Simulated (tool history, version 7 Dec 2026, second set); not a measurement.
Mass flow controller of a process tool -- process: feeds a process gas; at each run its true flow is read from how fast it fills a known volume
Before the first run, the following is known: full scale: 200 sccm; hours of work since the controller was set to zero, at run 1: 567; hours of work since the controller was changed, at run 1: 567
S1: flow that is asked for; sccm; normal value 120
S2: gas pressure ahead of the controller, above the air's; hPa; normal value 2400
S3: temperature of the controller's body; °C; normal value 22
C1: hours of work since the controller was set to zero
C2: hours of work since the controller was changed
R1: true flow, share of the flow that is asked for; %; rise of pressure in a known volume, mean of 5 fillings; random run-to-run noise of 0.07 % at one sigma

run,hour,S1,S2,S3,C1,C2,R1
1,0,120,2400,22,567,567,98.52
2,115.1,120,2400,22,649,649,98.35
3,281.8,120,2400,31,768,768,99.47
4,392.4,120,1450,22,847,847,98.92
5,533.4,120,1670,22,948,948,99.03
6,654.6,120,2400,22,1034,1034,98.72
7,752.1,25,2400,22,1104,1104,97.28
8,923.3,120,2400,22,1227,1227,98.72
9,1052.7,120,2400,22,1319,1319,98.69
10,1149.7,120,2400,22,1388,1388,98.79
11,1307.2,120,1740,22,1501,1501,99.15
12,1392.5,120,1740,22,1562,1562,99.18
13,1477.5,120,2400,22,1622,1622,98.9
14,1617.5,120,2400,22,1722,1722,98.99
15,1772.8,120,2400,22,1833,1833,98.84
16,1872.6,120,2400,22,1905,1905,99.2
17,2011.7,120,2400,22,2004,2004,99.2
18,2100.4,120,2400,22,2068,2068,99.1
19,2173.7,120,2400,22,2120,2120,99.29
20,2273.8,120,1730,27,2191,2191,100.24
21,2390.9,31,1750,22,2275,2275,98.38
22,2560.9,31,1620,24,2397,2397,98.83
23,2730.7,148,2010,31,2518,2518,101.27
24,2860.8,54,2010,38,2611,2611,100.76
25,2967.3,163,2050,36,2687,2687,102.15
26,3043.4,70,1770,36,2741,2741,101.01
# hour 3116.2: gauge calibrated
27,3133.6,70,1490,31,2806,2806,99.16
28,3257.9,70,1650,31,2895,2895,99.13
29,3426,120,1670,20,3015,3015,98.53
30,3549.7,120,1670,20,3103,3103,98.62
31,3696.2,38,2520,39,3208,3208,99.35
32,3850,70,1610,26,3318,3318,98.86
33,3934.5,70,1610,25,3378,3378,98.68
34,4047.6,47,1680,36,3459,3459,99.72
35,4170.2,56,2450,22,3547,3547,97.73
36,4244,56,2390,33,3599,3599,99.14
37,4418.2,120,2400,33,3724,3724,100.26
38,4497.3,120,2280,24,3780,3780,99.22

Measured result minus the same run's result without the hidden state. Both carry the same run-to-run variation, though not necessarily the same gauge scatter:
Hidden state at play: flow at rest that the sensor doesn't see, % of full scale; true flow over the shown one, %; drift of the gauge itself on true_pct, %.
run,R1
1,+0.01
2,+0.05
3,+0.13
4,+0.17
5,+0.23
6,+0.29
7,+0.32
8,+0.4
9,+0.46
10,+0.5
11,+0.57
12,+0.6
13,+0.64
14,+0.7
15,+0.77
16,+0.82
17,+0.87
18,+0.91
19,+0.94
20,+1
21,+1.03
22,+1.11
23,+1.21
24,+1.26
25,+1.32
26,+1.34
27,+0.01
28,+0.07
29,+0.14
30,+0.2
31,+0.26
32,+0.33
33,+0.36
34,+0.42
35,+0.46
36,+0.5
37,+0.58
38,+0.61
